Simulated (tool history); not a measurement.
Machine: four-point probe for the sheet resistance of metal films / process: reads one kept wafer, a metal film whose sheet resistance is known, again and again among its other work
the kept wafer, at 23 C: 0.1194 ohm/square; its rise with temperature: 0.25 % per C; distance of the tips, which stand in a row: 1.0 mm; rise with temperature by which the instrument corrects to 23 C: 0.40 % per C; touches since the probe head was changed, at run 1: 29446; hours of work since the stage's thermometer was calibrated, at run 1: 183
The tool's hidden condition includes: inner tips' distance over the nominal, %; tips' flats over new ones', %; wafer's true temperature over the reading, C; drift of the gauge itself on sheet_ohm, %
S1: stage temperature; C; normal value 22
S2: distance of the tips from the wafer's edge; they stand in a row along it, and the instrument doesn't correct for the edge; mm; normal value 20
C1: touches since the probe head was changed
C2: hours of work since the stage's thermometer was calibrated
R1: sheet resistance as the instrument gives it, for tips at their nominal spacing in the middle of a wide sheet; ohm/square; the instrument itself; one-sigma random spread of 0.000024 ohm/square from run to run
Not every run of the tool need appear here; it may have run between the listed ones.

run	day	S1	S2	C1	C2	R1
1	0.000	22	20	29446	183	0.119954
2	1.038	22	20	31010	201	0.120004
3	1.988	22	20	32438	218	0.120017
4	2.475	22	20	33174	226	0.119972
5	3.438	22	20	34623	243	0.119972
6	3.921	22	20	35346	251	0.120022
7	4.554	30	20	36304	263	0.118596
8	5.546	22	20	37793	280	0.120027
9	6.096	22	20	38626	289	0.119993
10	6.750	22	20	39605	301	0.120020
11	7.583	22	20	40862	315	0.119981
12	8.371	32	20	42050	329	0.118311
13	8.888	24	20	42823	338	0.119681
14	9.812	22	20	44218	354	0.119994
15	10.667	24	20	45502	369	0.119679
16	11.317	24	20	46483	380	0.119662
17	12.367	24	20	48060	399	0.119620
18	12.979	27	9	48986	409	0.119781
19	13.712	27	9	50086	422	0.119794
20	14.275	25	11	50933	432	0.119870
21	14.825	19	6	51765	441	0.122195
22	15.479	25	20	52751	453	0.119523
23	16.167	25	20	53785	465	0.119487
24	17.042	25	20	55100	480	0.119508
25	17.862	32	25	56333	494	0.118289
26	18.838	32	25	57802	511	0.118287
27	19.771	32	8	59206	528	0.119170
28	20.442	32	8	60219	539	0.119224
29	21.429	32	8	61707	556	0.119202
30	22.058	33	3	62649	567	0.124694
31	22.650	26	15	63544	578	0.119456
32	23.275	35	65	64481	589	0.117746

Branching from run 32: 3 alternative next runs. What would each branch give?
A	23.904	22	5	65431	600	?
B	23.904	31	56	65431	600	?
C	23.904	27	6	65431	600	?

run	R1
A	0.122446
B	0.118410
C	0.120812
Stripped of hidden state, with their random variation kept, the same runs would have yielded:
run	R1
A	0.122114
B	0.118087
C	0.120484

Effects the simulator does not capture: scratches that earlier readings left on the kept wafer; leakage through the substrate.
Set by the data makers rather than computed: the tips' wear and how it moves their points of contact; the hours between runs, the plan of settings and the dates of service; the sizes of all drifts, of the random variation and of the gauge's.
